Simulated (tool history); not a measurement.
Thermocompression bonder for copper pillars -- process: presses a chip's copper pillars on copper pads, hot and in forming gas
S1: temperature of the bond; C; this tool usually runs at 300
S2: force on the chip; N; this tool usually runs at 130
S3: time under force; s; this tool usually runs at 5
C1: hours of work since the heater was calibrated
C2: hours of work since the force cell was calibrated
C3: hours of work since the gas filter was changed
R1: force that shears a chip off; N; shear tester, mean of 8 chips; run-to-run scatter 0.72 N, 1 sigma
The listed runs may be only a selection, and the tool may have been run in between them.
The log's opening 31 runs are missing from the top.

run,hour,S1,S2,S3,C1,C2,C3,R1
32,1091.1,305,89,8,847,796,189,53.1
33,1114.5,305,143,8,864,813,206,63.6
34,1142.6,300,108,4,884,833,226,44.6
35,1180.8,300,130,6,911,861,254,54.7
36,1211.3,306,130,11,933,883,276,66.5
# hour 1230: forming gas filter changed
37,1248.3,324,80,7,960,909,13,57.4
38,1297.4,300,98,5,995,944,49,45.7
39,1333.8,300,130,6,1022,971,75,54.4

5 ways to go on from here, each from the tool as it stands after run 39. What would each give?
A,1359.6,309,130,6,1040,989,93,?
B,1359.6,311,162,7,1040,989,93,?
C,1359.6,300,182,7,1040,989,93,?
D,1359.6,318,130,6,1040,989,93,?
E,1359.6,284,130,5,1040,989,93,?

run,R1
A,58.6
B,65.6
C,64.8
D,60.9
E,44.4
Had the tool no hidden state, the same runs would have come out as:
run,R1
A,58.9
B,65.9
C,65.2
D,61.3
E,44.7

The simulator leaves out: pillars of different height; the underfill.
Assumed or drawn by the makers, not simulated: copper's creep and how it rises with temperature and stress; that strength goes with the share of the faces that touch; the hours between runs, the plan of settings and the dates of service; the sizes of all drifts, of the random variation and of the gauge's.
